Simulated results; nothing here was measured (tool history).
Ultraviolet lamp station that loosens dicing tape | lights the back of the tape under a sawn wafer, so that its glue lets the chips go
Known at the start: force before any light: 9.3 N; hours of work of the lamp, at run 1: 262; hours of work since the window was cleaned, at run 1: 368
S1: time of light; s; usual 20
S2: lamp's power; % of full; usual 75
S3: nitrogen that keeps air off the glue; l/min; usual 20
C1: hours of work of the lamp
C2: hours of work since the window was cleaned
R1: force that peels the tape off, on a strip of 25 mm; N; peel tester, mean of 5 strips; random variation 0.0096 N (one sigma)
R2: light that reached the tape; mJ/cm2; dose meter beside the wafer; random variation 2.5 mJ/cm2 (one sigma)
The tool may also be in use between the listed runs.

run,day,S1,S2,S3,C1,C2,R1,R2
1,0.000,20,75,20,262,368,0.397,314
2,0.642,20,75,20,270,376,0.409,312
3,1.779,20,75,20,284,391,0.420,313
4,3.079,20,75,20,301,407,0.400,308
5,4.175,20,75,20,315,421,0.414,316
6,5.733,11,75,20,335,441,1.373,169
7,6.617,20,75,20,346,452,0.415,311
8,7.362,20,75,20,356,462,0.406,311
9,8.762,20,62,20,373,480,0.589,259
10,9.417,20,62,20,382,488,0.591,263
11,10.933,20,62,20,401,507,0.636,257
12,12.146,20,84,20,416,523,0.332,349
# day 12.396: window cleaned of glue's vapour
13,13.512,20,75,20,434,14,0.409,316
14,14.650,20,75,20,448,29,0.414,309
15,15.854,20,75,20,463,44,0.416,311
16,17.017,20,75,20,478,59,0.428,310
17,17.975,20,75,20,490,71,0.400,311
18,18.692,20,75,20,500,80,0.407,313
19,19.725,24,75,20,513,93,0.297,373
20,20.792,24,75,20,526,107,0.307,376
21,22.271,20,75,20,545,126,0.423,309
22,23.296,17,89,30,558,139,0.362,312
23,24.650,20,75,17,575,156,0.441,309
24,26.138,20,75,17,594,175,0.416,307
25,27.138,34,60,22,607,188,0.253,424
26,28.062,11,95,20,619,200,0.885,214
27,29.017,25,84,6,631,212,0.347,435
28,29.917,25,84,6,643,223,0.376,433
29,31.042,15,84,33,657,237,0.520,263
30,31.983,15,84,33,669,249,0.474,260
31,33.500,15,84,33,688,269,0.476,263
32,34.762,15,84,33,704,285,0.484,258
33,35.912,15,75,10,719,300,0.966,229
34,37.142,13,62,16,735,315,1.473,166
35,38.225,13,62,16,748,329,1.467,164
36,39.658,13,62,16,767,347,1.525,163
37,41.117,15,81,17,785,366,0.675,253
38,41.846,20,67,24,794,375,0.491,278
39,43.200,20,86,25,812,392,0.295,357
40,44.762,20,86,25,832,412,0.299,352
41,46.108,11,85,6,849,429,1.716,191
42,46.854,11,85,6,858,439,1.690,193

Forecast each of these 3 alternatives for the next run:
A,47.804,25,63,20,870,451,?,?
B,47.804,38,75,10,870,451,?,?
C,47.804,11,60,6,870,451,?,?

run,R1,R2
A,0.373,325
B,0.219,586
C,2.658,135
Without the tool's hidden state the same runs would have given:
run,R1,R2
A,0.370,327
B,0.219,589
C,2.643,136
